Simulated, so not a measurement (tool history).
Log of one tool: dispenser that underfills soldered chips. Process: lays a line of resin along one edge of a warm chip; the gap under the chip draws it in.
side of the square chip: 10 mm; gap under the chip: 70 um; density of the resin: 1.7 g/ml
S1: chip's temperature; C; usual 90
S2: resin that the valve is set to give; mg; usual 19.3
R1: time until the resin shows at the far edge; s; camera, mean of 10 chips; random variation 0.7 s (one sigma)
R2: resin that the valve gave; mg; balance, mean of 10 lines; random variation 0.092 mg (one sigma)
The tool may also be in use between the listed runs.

| run | hour | S1 | S2 | R1 | R2 |
|---|---|---|---|---|---|
| 1 | 0.0 | 90 | 19.3 | 67.8 | 19.02 |
| 2 | 6.1 | 102 | 19.3 | 53.5 | 19.02 |
|  | 11.0 | new syringe of resin |
| 3 | 15.1 | 102 | 19.3 | 49.8 | 18.84 |
|  | 22.3 | new syringe of resin |
| 4 | 27.1 | 86 | 19.3 | 88.7 | 18.63 |
|  | 32.9 | new syringe of resin |
| 5 | 33.4 | 86 | 19.3 | 76.1 | 18.67 |
| 6 | 42.0 | 90 | 19.3 | 85.7 | 18.38 |
|  | 43.6 | new syringe of resin |
| 7 | 48.8 | 90 | 19.3 | 77.9 | 18.38 |
|  | 54.3 | new syringe of resin |
| 8 | 59.8 | 90 | 19.3 | 77.4 | 18.32 |
|  | 65.5 | new syringe of resin |
| 9 | 70.1 | 90 | 23.5 | 74.6 | 22.25 |
|  | 76.9 | new syringe of resin |
| 10 | 78.0 | 90 | 23.5 | 68.0 | 21.98 |
|  | 87.7 | new syringe of resin |
| 11 | 89.0 | 85 | 23.2 | 82.9 | 21.71 |

The next listed run, before its measurement:
|  | 98.9 | new syringe of resin |
| 12 | 100.3 | 100 | 18.2 | ? | ? |

Run 12 gave R1 50.2 s, R2 16.85 mg.
Without the tool's hidden state the same run would have given R1 45.2 s, R2 18.13 mg.
